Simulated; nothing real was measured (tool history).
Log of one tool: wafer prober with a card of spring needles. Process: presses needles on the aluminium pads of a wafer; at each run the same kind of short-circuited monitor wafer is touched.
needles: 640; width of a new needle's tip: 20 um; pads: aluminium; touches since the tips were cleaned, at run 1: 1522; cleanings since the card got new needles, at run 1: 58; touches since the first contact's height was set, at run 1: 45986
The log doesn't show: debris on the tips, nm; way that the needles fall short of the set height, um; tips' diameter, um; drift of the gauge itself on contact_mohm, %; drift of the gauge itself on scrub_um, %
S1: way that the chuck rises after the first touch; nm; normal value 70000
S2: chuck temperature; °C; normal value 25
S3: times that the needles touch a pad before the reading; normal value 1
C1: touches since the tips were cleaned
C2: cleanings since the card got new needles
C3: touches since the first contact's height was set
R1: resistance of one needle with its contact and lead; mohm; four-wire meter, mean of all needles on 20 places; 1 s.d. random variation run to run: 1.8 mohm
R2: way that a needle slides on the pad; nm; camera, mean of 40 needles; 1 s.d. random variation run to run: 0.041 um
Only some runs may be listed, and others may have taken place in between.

run	day	S1	S2	S3	C1	C2	C3	R1	R2
1	0.000	70000	25	1	1522	58	45986	197	13140
# day 0.146: tips cleaned on abrasive film
2	0.250	70000	25	1	1584	59	49735	230	13080
# day 0.417: tips cleaned on abrasive film
3	0.550	70000	25	1	1974	60	54189	204	13040
# day 0.667: tips cleaned on abrasive film
4	0.817	70000	25	1	2286	61	58208	207	13070
# day 0.925: tips cleaned on abrasive film
# day 1.142: tips cleaned on abrasive film, once more
5	1.154	70000	25	1	243	63	63237	191	13060
# day 1.408: tips cleaned on abrasive film
6	1.508	70000	25	1	1483	64	68509	199	13030
# day 1.654: tips cleaned on abrasive film
7	1.888	70000	25	1	3552	65	74224	214	13020
# day 1.912: tips cleaned on abrasive film
# day 2.158: tips cleaned on abrasive film
8	2.254	70000	25	1	1449	67	79659	200	12950
# day 2.408: tips cleaned on abrasive film
# day 2.683: tips cleaned on abrasive film
9	2.683	70000	25	1	0	69	86090	188	12990
# day 2.942: tips cleaned on abrasive film
10	3.000	70000	25	1	900	70	90848	196	12950
# day 3.183: tips cleaned on abrasive film
# day 3.429: tips cleaned on abrasive film
11	3.442	70000	25	2	208	72	97446	191	12910
# day 3.683: tips cleaned on abrasive film
12	3.683	87000	25	1	0	73	101049	181	16040
# day 3.942: tips cleaned on abrasive film
13	4.150	71000	25	1	3158	74	108031	208	13030
# day 4.196: tips cleaned on abrasive film
14	4.421	61000	25	1	3435	75	112126	229	11260
# day 4.450: tips cleaned on abrasive film
# day 4.717: tips cleaned on abrasive film
15	4.850	70000	92	2	2022	77	118496	212	12860
# day 4.992: tips cleaned on abrasive film
16	5.054	70000	92	2	939	78	121542	210	12880
# day 5.254: tips cleaned on abrasive film
17	5.412	70000	92	2	2392	79	126943	215	12810
# day 5.500: tips cleaned on abrasive film
18	5.629	70000	92	2	1962	80	130159	213	12830
# day 5.742: tips cleaned on abrasive film
# day 6.012: tips cleaned on abrasive film
19	6.083	70000	92	2	1104	82	136971	207	12810
# day 6.258: tips cleaned on abrasive film
20	6.462	70000	62	1	3063	83	142620	221	12810
# day 6.500: tips cleaned on abrasive film
21	6.679	82000	80	1	2728	84	145856	213	15080
# day 6.738: tips cleaned on abrasive film
# day 6.979: tips cleaned on abrasive film
22	7.104	67000	33	1	1934	86	152222	210	12270
# day 7.225: tips cleaned on abrasive film
23	7.354	82000	39	3	1994	87	155955	192	15050
# day 7.479: tips cleaned on abrasive film
24	7.617	79000	39	3	2134	88	159888	192	14530
# day 7.721: tips cleaned on abrasive film
25	7.850	79000	39	3	1961	89	163342	196	14420
# day 7.967: tips cleaned on abrasive film
# day 8.221: tips cleaned on abrasive film
26	8.271	89000	69	1	768	91	169623	198	16360
# day 8.483: tips cleaned on abrasive film
27	8.717	76000	30	1	3545	92	176334	215	13930

Below are 5 alternative next runs, each starting from the tool's condition after run 27. Predict each:
# day 8.762: tips cleaned on abrasive film
# day 9.012: tips cleaned on abrasive film
A	9.046	56000	107	2	488	94	181189	?	?
# day 8.762: tips cleaned on abrasive film
# day 9.012: tips cleaned on abrasive film
B	9.046	63000	90	3	488	94	181189	?	?
# day 8.762: tips cleaned on abrasive film
# day 9.012: tips cleaned on abrasive film
C	9.046	79000	37	1	488	94	181189	?	?
# day 8.762: tips cleaned on abrasive film
# day 9.012: tips cleaned on abrasive film
D	9.046	76000	30	1	488	94	181189	?	?
# day 8.762: tips cleaned on abrasive film
# day 9.012: tips cleaned on abrasive film
E	9.046	66000	68	3	488	94	181189	?	?

run	R1	R2
A	220	10040
B	208	11390
C	192	14400
D	192	13840
E	205	11970
The same runs, with their run-to-run variation unchanged, on a tool lacking any hidden condition would have given:
run	R1	R2
A	208	10600
B	200	11950
C	184	14960
D	183	14400
E	198	12530
